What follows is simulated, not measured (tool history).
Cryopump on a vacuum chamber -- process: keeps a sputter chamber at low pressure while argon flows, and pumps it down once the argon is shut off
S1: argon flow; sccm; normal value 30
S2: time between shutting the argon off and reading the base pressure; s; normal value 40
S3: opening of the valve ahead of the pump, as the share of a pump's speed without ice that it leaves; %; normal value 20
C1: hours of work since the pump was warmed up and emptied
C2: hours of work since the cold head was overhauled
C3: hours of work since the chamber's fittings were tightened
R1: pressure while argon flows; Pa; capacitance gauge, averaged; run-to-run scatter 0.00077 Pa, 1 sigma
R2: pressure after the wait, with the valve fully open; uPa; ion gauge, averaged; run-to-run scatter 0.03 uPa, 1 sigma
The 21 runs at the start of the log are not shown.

| run | hour | S1 | S2 | S3 | C1 | C2 | C3 | R1 | R2 |
|---|---|---|---|---|---|---|---|---|---|
| 22 | 1134.0 | 29 | 22 | 16 | 419 | 1454 | 107 | 0.1786 | 2.67 |
| 23 | 1175.0 | 24 | 89 | 16 | 438 | 1473 | 126 | 0.1507 | 0.86 |
| 24 | 1257.4 | 24 | 89 | 16 | 478 | 1513 | 166 | 0.1502 | 0.89 |
| 25 | 1341.0 | 24 | 89 | 16 | 518 | 1553 | 206 | 0.1503 | 0.93 |
| 26 | 1417.8 | 24 | 89 | 15 | 555 | 1590 | 243 | 0.1599 | 0.98 |
| 27 | 1477.7 | 16 | 22 | 20 | 583 | 1619 | 271 | 0.0805 | 2.75 |
| 28 | 1551.6 | 16 | 22 | 20 | 619 | 1654 | 307 | 0.0804 | 2.74 |
| 29 | 1600.9 | 24 | 25 | 16 | 643 | 1678 | 330 | 0.1513 | 2.50 |
| 30 | 1685.3 | 18 | 123 | 58 | 683 | 1718 | 371 | 0.0324 | 0.88 |
| 31 | 1753.8 | 30 | 105 | 45 | 716 | 1751 | 404 | 0.0701 | 1.01 |
| 32 | 1827.1 | 26 | 262 | 26 | 751 | 1786 | 439 | 0.1017 | 0.73 |
| 33 | 1903.7 | 19 | 22 | 43 | 788 | 1823 | 476 | 0.0466 | 2.82 |
| 34 | 1987.7 | 28 | 29 | 42 | 828 | 1863 | 516 | 0.0704 | 2.40 |

Each row is a separate what-if for the run after 34, all from the same tool condition, not one after another. Results?
| A | 2026.7 | 15 | 22 | 21 | 847 | 1882 | 535 | ? | ? |
| B | 2026.7 | 13 | 46 | 17 | 847 | 1882 | 535 | ? | ? |
| C | 2026.7 | 15 | 57 | 22 | 847 | 1882 | 535 | ? | ? |
| D | 2026.7 | 28 | 95 | 42 | 847 | 1882 | 535 | ? | ? |

| run | R1 | R2 |
|---|---|---|
| A | 0.0726 | 2.94 |
| B | 0.0775 | 1.74 |
| C | 0.0690 | 1.46 |
| D | 0.0707 | 1.17 |
Without the tool's unlogged condition, the same runs would have read:
| run | R1 | R2 |
|---|---|---|
| A | 0.0701 | 2.53 |
| B | 0.0753 | 1.32 |
| C | 0.0665 | 1.05 |
| D | 0.0659 | 0.75 |

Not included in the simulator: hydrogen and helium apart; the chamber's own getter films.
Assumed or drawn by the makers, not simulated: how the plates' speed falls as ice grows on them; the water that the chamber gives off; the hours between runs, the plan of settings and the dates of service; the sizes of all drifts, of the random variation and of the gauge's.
